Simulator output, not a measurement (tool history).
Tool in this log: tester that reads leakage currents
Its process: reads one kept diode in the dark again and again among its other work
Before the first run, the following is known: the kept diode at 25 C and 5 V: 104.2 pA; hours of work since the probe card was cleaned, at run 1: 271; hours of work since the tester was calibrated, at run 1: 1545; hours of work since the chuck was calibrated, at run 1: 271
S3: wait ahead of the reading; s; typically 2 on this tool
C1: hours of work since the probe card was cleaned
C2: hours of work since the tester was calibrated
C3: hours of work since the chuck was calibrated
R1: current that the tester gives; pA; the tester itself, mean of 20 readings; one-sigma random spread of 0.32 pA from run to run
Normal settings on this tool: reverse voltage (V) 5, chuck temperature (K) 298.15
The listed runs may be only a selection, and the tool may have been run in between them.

{"run": 1, "hour": 0.0, "reverse voltage (V)": 5, "chuck temperature (K)": 298.15, "S3": 2, "C1": 271, "C2": 1545, "C3": 271, "R1": 102.44}
{"run": 2, "hour": 57.4, "reverse voltage (V)": 5, "chuck temperature (K)": 298.15, "S3": 0.41, "C1": 303, "C2": 1577, "C3": 303, "R1": 105.34}
{"run": 3, "hour": 119.2, "reverse voltage (V)": 5, "chuck temperature (K)": 298.15, "S3": 0.41, "C1": 338, "C2": 1612, "C3": 338, "R1": 105.93}
{"run": 4, "hour": 146.7, "reverse voltage (V)": 5, "chuck temperature (K)": 298.15, "S3": 0.41, "C1": 354, "C2": 1628, "C3": 354, "R1": 104.42}
{"run": 5, "hour": 175.2, "reverse voltage (V)": 5, "chuck temperature (K)": 298.15, "S3": 0.41, "C1": 370, "C2": 1644, "C3": 370, "R1": 104.71}
{"run": 6, "hour": 215.3, "reverse voltage (V)": 5, "chuck temperature (K)": 316.15, "S3": 2, "C1": 393, "C2": 1667, "C3": 393, "R1": 402.95}
{"run": 7, "hour": 271.2, "reverse voltage (V)": 5, "chuck temperature (K)": 309.15, "S3": 2, "C1": 424, "C2": 1699, "C3": 424, "R1": 237.56}
{"run": 8, "hour": 333.4, "reverse voltage (V)": 5, "chuck temperature (K)": 309.15, "S3": 2, "C1": 460, "C2": 1734, "C3": 460, "R1": 237.56}
{"run": 9, "hour": 363.9, "reverse voltage (V)": 5, "chuck temperature (K)": 309.15, "S3": 2, "C1": 477, "C2": 1751, "C3": 477, "R1": 236.25}
{"run": 10, "hour": 420.9, "reverse voltage (V)": 5, "chuck temperature (K)": 309.15, "S3": 2, "C1": 509, "C2": 1784, "C3": 509, "R1": 235.01}
{"run": 11, "hour": 477.5, "reverse voltage (V)": 5, "chuck temperature (K)": 298.15, "S3": 2, "C1": 541, "C2": 1816, "C3": 541, "R1": 98.66}
{"run": 12, "hour": 521.7, "reverse voltage (V)": 2.03, "chuck temperature (K)": 298.15, "S3": 2, "C1": 566, "C2": 1841, "C3": 566, "R1": 70.52}
{"run": 13, "hour": 555.0, "reverse voltage (V)": 5, "chuck temperature (K)": 298.15, "S3": 2, "C1": 585, "C2": 1860, "C3": 585, "R1": 98.21}
{"run": 14, "hour": 615.2, "reverse voltage (V)": 5, "chuck temperature (K)": 298.15, "S3": 6.04, "C1": 619, "C2": 1894, "C3": 619, "R1": 96.65}
{"run": 15, "hour": 677.8, "reverse voltage (V)": 5, "chuck temperature (K)": 298.15, "S3": 6.04, "C1": 655, "C2": 1929, "C3": 655, "R1": 96.04}
{"run": 16, "hour": 737.5, "reverse voltage (V)": 5, "chuck temperature (K)": 312.15, "S3": 5.96, "C1": 689, "C2": 1963, "C3": 689, "R1": 287.82}
{"run": 17, "hour": 773.1, "reverse voltage (V)": 5, "chuck temperature (K)": 312.15, "S3": 1.78, "C1": 709, "C2": 1983, "C3": 709, "R1": 286.73}
{"run": 18, "hour": 834.1, "reverse voltage (V)": 18.6, "chuck temperature (K)": 316.15, "S3": 2, "C1": 744, "C2": 2018, "C3": 744, "R1": 610.28}
{"run": 19, "hour": 876.0, "reverse voltage (V)": 18.6, "chuck temperature (K)": 316.15, "S3": 2, "C1": 767, "C2": 2042, "C3": 767, "R1": 608.79}
{"hour": 881.8, "done": "chuck's temperature calibrated"}
{"run": 20, "hour": 925.1, "reverse voltage (V)": 10.09, "chuck temperature (K)": 320.15, "S3": 1.63, "C1": 794, "C2": 2068, "C3": 25, "R1": 614.23}
{"run": 21, "hour": 956.8, "reverse voltage (V)": 1.04, "chuck temperature (K)": 306.15, "S3": 1.64, "C1": 812, "C2": 2086, "C3": 43, "R1": 95.79}
{"run": 22, "hour": 1020.0, "reverse voltage (V)": 1.04, "chuck temperature (K)": 306.15, "S3": 1.64, "C1": 848, "C2": 2122, "C3": 78, "R1": 95.29}
{"hour": 1050.6, "done": "tester calibrated"}
{"run": 23, "hour": 1058.2, "reverse voltage (V)": 7.19, "chuck temperature (K)": 306.15, "S3": 1.64, "C1": 868, "C2": 4, "C3": 99, "R1": 183.64}
{"run": 24, "hour": 1115.5, "reverse voltage (V)": 6.45, "chuck temperature (K)": 322.15, "S3": 1.11, "C1": 901, "C2": 37, "C3": 131, "R1": 580.34}
{"run": 25, "hour": 1170.9, "reverse voltage (V)": 5, "chuck temperature (K)": 318.15, "S3": 3.04, "C1": 932, "C2": 68, "C3": 163, "R1": 394.09}
{"run": 26, "hour": 1208.8, "reverse voltage (V)": 9.71, "chuck temperature (K)": 298.15, "S3": 0.42, "C1": 954, "C2": 90, "C3": 184, "R1": 115.69}
{"run": 27, "hour": 1246.5, "reverse voltage (V)": 14.9, "chuck temperature (K)": 312.15, "S3": 9, "C1": 975, "C2": 111, "C3": 206, "R1": 370.81}
{"hour": 1267.8, "done": "chuck's temperature calibrated, once more"}
{"run": 28, "hour": 1313.2, "reverse voltage (V)": 14.9, "chuck temperature (K)": 312.15, "S3": 9, "C1": 1012, "C2": 148, "C3": 26, "R1": 463.39}

Table of differences, measured result less the result of that run with no hidden state. Run-to-run variation is the same in both. Gauge scatter possibly is not:
The tool's hidden condition here consists of: stray current of the dirty probe card, pA a volt; current scale over the true one, %; true chuck temperature over the reading, C; drift of the gauge itself on leakage_pa, %.
run=1 R1=-2.83
run=2 R1=-3.22
run=3 R1=-3.74
run=4 R1=-3.93
run=5 R1=-4.17
run=6 R1=-17.5
run=7 R1=-11.87
run=8 R1=-13.1
run=9 R1=-13.69
run=10 R1=-14.68
run=11 R1=-6.69
run=12 R1=-5.51
run=13 R1=-7.35
run=14 R1=-7.8
run=15 R1=-8.27
run=16 R1=-25.95
run=17 R1=-26.68
run=18 R1=-55.04
run=19 R1=-56.86
run=20 R1=-102.29
run=21 R1=-18.45
run=22 R1=-19
run=23 R1=-41.25
run=24 R1=-125.73
run=25 R1=-89.94
run=26 R1=-24.94
run=27 R1=-86.4
run=28 R1=+4.96
